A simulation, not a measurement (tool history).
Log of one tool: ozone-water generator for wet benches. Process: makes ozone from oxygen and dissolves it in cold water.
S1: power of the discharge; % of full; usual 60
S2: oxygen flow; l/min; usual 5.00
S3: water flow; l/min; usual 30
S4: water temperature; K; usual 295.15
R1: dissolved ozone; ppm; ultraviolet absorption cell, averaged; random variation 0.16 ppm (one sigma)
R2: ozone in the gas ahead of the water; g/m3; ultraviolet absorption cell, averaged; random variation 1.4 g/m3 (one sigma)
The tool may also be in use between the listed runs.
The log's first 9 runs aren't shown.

| run | hour | S1 | S2 | S3 | S4 | R1 | R2 |
|---|---|---|---|---|---|---|---|
| 10 | 259.8 | 60 | 5.00 | 30 | 295.15 | 21.7 | 247.3 |
| 11 | 299.6 | 81 | 5.00 | 30 | 295.15 | 25.8 | 297.6 |
| 12 | 317.9 | 60 | 5.00 | 30 | 294.15 | 21.9 | 247.9 |
| 13 | 339.2 | 60 | 5.00 | 30 | 295.15 | 21.4 | 246.6 |
| 14 | 379.9 | 46 | 5.00 | 30 | 295.15 | 18.5 | 212.7 |
| 15 | 414.4 | 46 | 5.00 | 30 | 295.15 | 18.4 | 212.4 |
| 16 | 435.3 | 60 | 5.00 | 30 | 295.15 | 21.7 | 247.3 |
| 17 | 454.6 | 60 | 5.00 | 30 | 295.15 | 21.7 | 246.7 |
| 18 | 489.6 | 86 | 7.53 | 40 | 291.15 | 23.1 | 246.7 |
| 19 | 512.2 | 86 | 7.53 | 40 | 291.15 | 23.2 | 245.0 |
| 20 | 553.2 | 47 | 3.13 | 42 | 292.15 | 12.6 | 269.8 |
| 21 | 581.3 | 47 | 3.13 | 42 | 292.15 | 12.7 | 267.4 |
|  | 608.8 | gauge calibrated |
| 22 | 619.1 | 47 | 3.13 | 42 | 292.15 | 12.4 | 275.9 |
| 23 | 644.3 | 47 | 3.13 | 39 | 292.15 | 13.5 | 274.3 |
| 24 | 685.2 | 44 | 5.00 | 30 | 291.15 | 19.0 | 207.4 |
| 25 | 725.2 | 44 | 5.00 | 30 | 291.15 | 19.1 | 207.9 |
| 26 | 743.7 | 48 | 5.00 | 30 | 292.15 | 20.0 | 220.1 |

The next listed run, before its measurement:
| 27 | 775.3 | 48 | 5.00 | 30 | 292.15 | ? | ? |

{"run 27": {"R1": 19.4, "R2": 219.1}}
Without the tool's hidden state the same run would have given R1 19.4 ppm, R2 220.9 g/m3.
